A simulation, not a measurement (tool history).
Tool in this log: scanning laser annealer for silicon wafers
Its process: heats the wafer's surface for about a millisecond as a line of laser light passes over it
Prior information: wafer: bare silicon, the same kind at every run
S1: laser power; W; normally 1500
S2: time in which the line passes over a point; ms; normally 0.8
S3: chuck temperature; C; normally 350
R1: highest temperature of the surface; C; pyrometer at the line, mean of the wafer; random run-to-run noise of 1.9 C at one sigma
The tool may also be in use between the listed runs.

run	day	S1	S2	S3	R1
1	0	1500	0.8	350	1168
2	1.583	1500	0.8	350	1166
3	2.517	1500	0.8	350	1169
4	4.146	1500	0.8	350	1166
5	4.958	1500	0.8	350	1165
6	6.275	1500	0.8	384	1198
7	7.458	1500	0.8	350	1164
8	8.992	1500	0.8	350	1162
9	10.462	1500	0.8	350	1159
10	11.804	1500	0.8	328	1135
11	13.438	1500	0.565	350	1014
12	15.017	1500	0.8	350	1157
13	16.608	1500	0.8	350	1154
14	17.992	1500	0.8	350	1157
15	18.85	1638	0.8	350	1224
16	20.158	1288	0.8	350	1044
17	21.354	1539	0.8	350	1168
18	22.388	1539	0.8	350	1169
19	23.675	1539	0.626	350	1059
20	24.85	1539	0.626	350	1062
21	25.608	1539	0.626	350	1060
22	27.221	1399	0.8	356	1100
# day 28.2: window over the wafer cleaned
23	28.988	1496	0.583	313	1007
24	30.392	1594	0.897	337	1278
25	31.754	1544	0.897	371	1287
26	33.238	1500	0.8	366	1200
27	34.138	1294	0.614	355	974
28	35.146	1640	0.635	330	1122
29	36.008	1640	0.635	330	1117
30	37.579	1640	0.635	330	1115
31	38.646	1500	0.988	350	1284
32	40.075	1500	0.988	350	1286
33	41.429	1500	0.757	350	1148
34	43.083	1561	0.892	388	1297
35	44.288	1561	0.892	388	1297
36	45.788	1561	0.892	388	1295
37	46.808	1561	0.892	388	1294
38	48.338	1511	0.834	312	1155
39	49.092	1316	0.834	387	1127
40	50.371	1316	0.834	387	1126
41	51.521	1319	0.645	321	960
42	53.121	1459	0.565	314	964

Measured minus without-hidden-state, run by run (identical run-to-run variation in each term; gauge scatter may differ):
Hidden state at play: light that passes the window, % of a clean one's; laser's true power over the reading, %; width of the line over the set one, %; drift of the gauge itself on peak_c, C.
run	R1
1	-26
2	-27
3	-27
4	-28
5	-29
6	-30
7	-31
8	-33
9	-34
10	-35
11	-29
12	-38
13	-39
14	-40
15	-44
16	-37
17	-44
18	-45
19	-40
20	-41
21	-42
22	-45
23	-8
24	-12
25	-13
26	-13
27	-10
28	-14
29	-15
30	-16
31	-20
32	-21
33	-19
34	-24
35	-25
36	-26
37	-27
38	-26
39	-23
40	-24
41	-21
42	-23
